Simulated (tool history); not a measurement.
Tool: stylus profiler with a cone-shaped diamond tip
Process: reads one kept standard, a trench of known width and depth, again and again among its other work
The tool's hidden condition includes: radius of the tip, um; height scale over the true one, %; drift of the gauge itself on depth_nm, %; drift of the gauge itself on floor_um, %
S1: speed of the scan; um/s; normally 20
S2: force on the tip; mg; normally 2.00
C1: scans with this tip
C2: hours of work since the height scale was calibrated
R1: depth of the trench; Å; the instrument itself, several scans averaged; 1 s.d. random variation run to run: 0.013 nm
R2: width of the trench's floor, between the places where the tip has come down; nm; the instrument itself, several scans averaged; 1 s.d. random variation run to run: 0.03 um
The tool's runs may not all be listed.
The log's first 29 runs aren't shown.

-- hour=593.2 height scale calibrated on a step standard, once more
run 30 hour=608.5 | S1=48 S2=0.70 | C1=6964 C2=11 | R1=2012.8 R2=17220
run 31 hour=624.8 | S1=20 S2=1.18 | C1=7106 C2=22 | R1=2018.3 R2=17360
run 32 hour=636.7 | S1=11 S2=4.05 | C1=7209 C2=31 | R1=2041.8 R2=17330
run 33 hour=660.9 | S1=8 S2=4.05 | C1=7419 C2=48 | R1=2042.2 R2=17350
run 34 hour=683.6 | S1=68 S2=2.00 | C1=7616 C2=64 | R1=2026.1 R2=17190
run 35 hour=712.7 | S1=53 S2=2.64 | C1=7869 C2=84 | R1=2031.4 R2=17210
run 36 hour=727.9 | S1=22 S2=3.40 | C1=8001 C2=95 | R1=2037.6 R2=17280
run 37 hour=751.0 | S1=9 S2=2.00 | C1=8201 C2=111 | R1=2026.3 R2=17310
run 38 hour=779.0 | S1=16 S2=1.14 | C1=8444 C2=131 | R1=2018.1 R2=17230
run 39 hour=804.9 | S1=24 S2=2.54 | C1=8669 C2=149 | R1=2030.9 R2=17240

Alternative continuations, all from the tool just after run 39; predict every row:
run A hour=826.3 | S1=53 S2=4.45 | C1=8856 C2=164 | R1=? R2=?
run B hour=826.3 | S1=7 S2=0.98 | C1=8856 C2=164 | R1=? R2=?
run C hour=826.3 | S1=14 S2=1.57 | C1=8856 C2=164 | R1=? R2=?

run=A R1=2045.1 R2=17220
run=B R1=2016.3 R2=17190
run=C R1=2022.4 R2=17240
The same runs, with their run-to-run variation unchanged, on a tool lacking any hidden condition would have given:
run=A R1=2045.0 R2=18000
run=B R1=2016.2 R2=17970
run=C R1=2022.3 R2=18020
